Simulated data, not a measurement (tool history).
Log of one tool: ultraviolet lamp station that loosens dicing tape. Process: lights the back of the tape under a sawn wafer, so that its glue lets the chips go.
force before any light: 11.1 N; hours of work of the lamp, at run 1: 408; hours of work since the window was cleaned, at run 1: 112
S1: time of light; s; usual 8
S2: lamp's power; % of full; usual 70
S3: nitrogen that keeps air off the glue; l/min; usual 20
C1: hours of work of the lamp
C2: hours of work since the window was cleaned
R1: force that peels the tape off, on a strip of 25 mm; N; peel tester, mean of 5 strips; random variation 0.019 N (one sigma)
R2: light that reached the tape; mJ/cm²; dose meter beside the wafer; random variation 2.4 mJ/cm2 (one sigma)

run 1 day=0.000 | S1=8 S2=70 S3=20 | C1=408 C2=112 | R1=0.931 R2=260
run 2 day=0.579 | S1=8 S2=70 S3=20 | C1=418 C2=123 | R1=0.882 R2=257
run 3 day=0.858 | S1=8 S2=70 S3=20 | C1=423 C2=128 | R1=0.920 R2=262
run 4 day=1.362 | S1=8 S2=70 S3=20 | C1=432 C2=136 | R1=0.912 R2=260
run 5 day=1.858 | S1=8 S2=70 S3=20 | C1=441 C2=145 | R1=0.903 R2=261
run 6 day=2.204 | S1=8 S2=70 S3=20 | C1=447 C2=151 | R1=0.937 R2=256
run 7 day=2.512 | S1=9 S2=70 S3=20 | C1=453 C2=157 | R1=0.726 R2=293
run 8 day=3.008 | S1=8 S2=70 S3=24 | C1=461 C2=166 | R1=0.857 R2=260
run 9 day=3.308 | S1=8 S2=70 S3=24 | C1=467 C2=171 | R1=0.854 R2=258
run 10 day=3.650 | S1=12 S2=69 S3=8 | C1=473 C2=177 | R1=0.669 R2=387
run 11 day=3.925 | S1=8 S2=83 S3=27 | C1=478 C2=182 | R1=0.567 R2=311
run 12 day=4.238 | S1=8 S2=83 S3=27 | C1=483 C2=187 | R1=0.537 R2=310

3 ways to go on from here, each from the tool as it stands after run 12. What would each give?
run A day=4.625 | S1=12 S2=83 S3=27 | C1=490 C2=194 | R1=? R2=?
run B day=4.625 | S1=8 S2=68 S3=16 | C1=490 C2=194 | R1=? R2=?
run C day=4.625 | S1=8 S2=87 S3=27 | C1=490 C2=194 | R1=? R2=?

run=A R1=0.255 R2=464
run=B R1=1.087 R2=250
run=C R1=0.513 R2=323
Without the tool's hidden state the same runs would have given:
run=A R1=0.255 R2=465
run=B R1=1.083 R2=250
run=C R1=0.511 R2=324
